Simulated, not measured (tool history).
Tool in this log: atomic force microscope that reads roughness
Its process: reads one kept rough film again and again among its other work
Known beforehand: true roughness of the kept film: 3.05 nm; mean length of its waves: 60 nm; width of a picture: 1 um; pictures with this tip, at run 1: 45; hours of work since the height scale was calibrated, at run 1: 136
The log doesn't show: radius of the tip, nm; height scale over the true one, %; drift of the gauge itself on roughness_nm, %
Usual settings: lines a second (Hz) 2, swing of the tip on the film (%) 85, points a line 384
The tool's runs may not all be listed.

run,hour,lines a second (Hz),swing of the tip on the film (%),points a line,pictures with this tip,hours of work since the height scale was calibrated,roughness of the kept film (nm (root mean square))
1,0,2,85,384,45,136,2.62
2,27.5,2,85,384,78,148,2.624
3,64,2,85,333,122,165,2.597
4,87.1,2,77,384,150,175,2.708
5,118.8,2,77,384,188,189,2.684
6,136.4,2,77,384,209,197,2.682
7,168.3,2,77,384,248,212,2.659
# hour 190: new tip fitted
8,203,2,77,384,16,227,2.754
9,238.7,2,77,384,59,243,2.721
10,259.3,0.98,77,384,84,253,2.848
11,290.7,0.98,77,384,122,267,2.845
12,309.2,0.98,77,384,144,275,2.82
13,345.2,1.53,85,384,188,292,2.661
14,363,1.53,85,384,209,300,2.658
15,388.2,1.53,85,384,240,311,2.666
# hour 417.5: new tip fitted
16,423.5,1.53,85,384,8,327,2.713
17,462.4,1.53,85,384,55,344,2.716
18,483,3.22,85,384,79,354,2.438
19,513.2,2,55,384,116,367,2.86
20,553.7,2,55,384,165,386,2.869
21,580.7,2,55,384,197,398,2.865
22,605.4,2,72,384,227,409,2.738
23,629.5,2,72,384,256,420,2.73
# hour 645: new tip fitted
24,647.6,2,72,384,4,428,2.792
25,674.3,0.58,83,384,36,440,2.892
26,697,2,83,384,63,450,2.671
27,731.7,2.53,67,1002,105,466,2.777
28,752,0.54,56,659,130,475,2.949
29,780.4,2.18,85,389,164,488,2.556
# hour 784.1: height scale calibrated on a step standard
30,821.1,2.18,85,389,212,17,2.541
31,856.1,2.18,85,389,254,33,2.52
# hour 872.7: new tip fitted
32,884.4,0.71,85,460,15,45,2.847
# hour 900.4: height scale calibrated on a step standard, once more
33,920.8,0.63,85,589,57,9,2.843
34,961.2,2.48,75,345,106,27,2.668
35,992.2,0.62,85,1015,144,42,2.816
36,1032.1,1.39,63,448,192,60,2.843
37,1069.9,0.61,77,405,237,77,2.816
38,1094.8,0.61,77,405,267,88,2.819
# hour 1101.1: new tip fitted
39,1131.7,3.38,70,360,37,104,2.686
40,1148.1,1.14,63,705,57,112,2.931
41,1170.6,1,85,384,84,122,2.748

Expected results for the next run?
42,1199.7,1,85,384,119,135,?

{"run 42": {"roughness of the kept film (nm (root mean square))": 2.755}}
If the tool had no hidden condition, the same run with the same run-to-run variation would have returned roughness of the kept film (nm (root mean square)) 2.794.
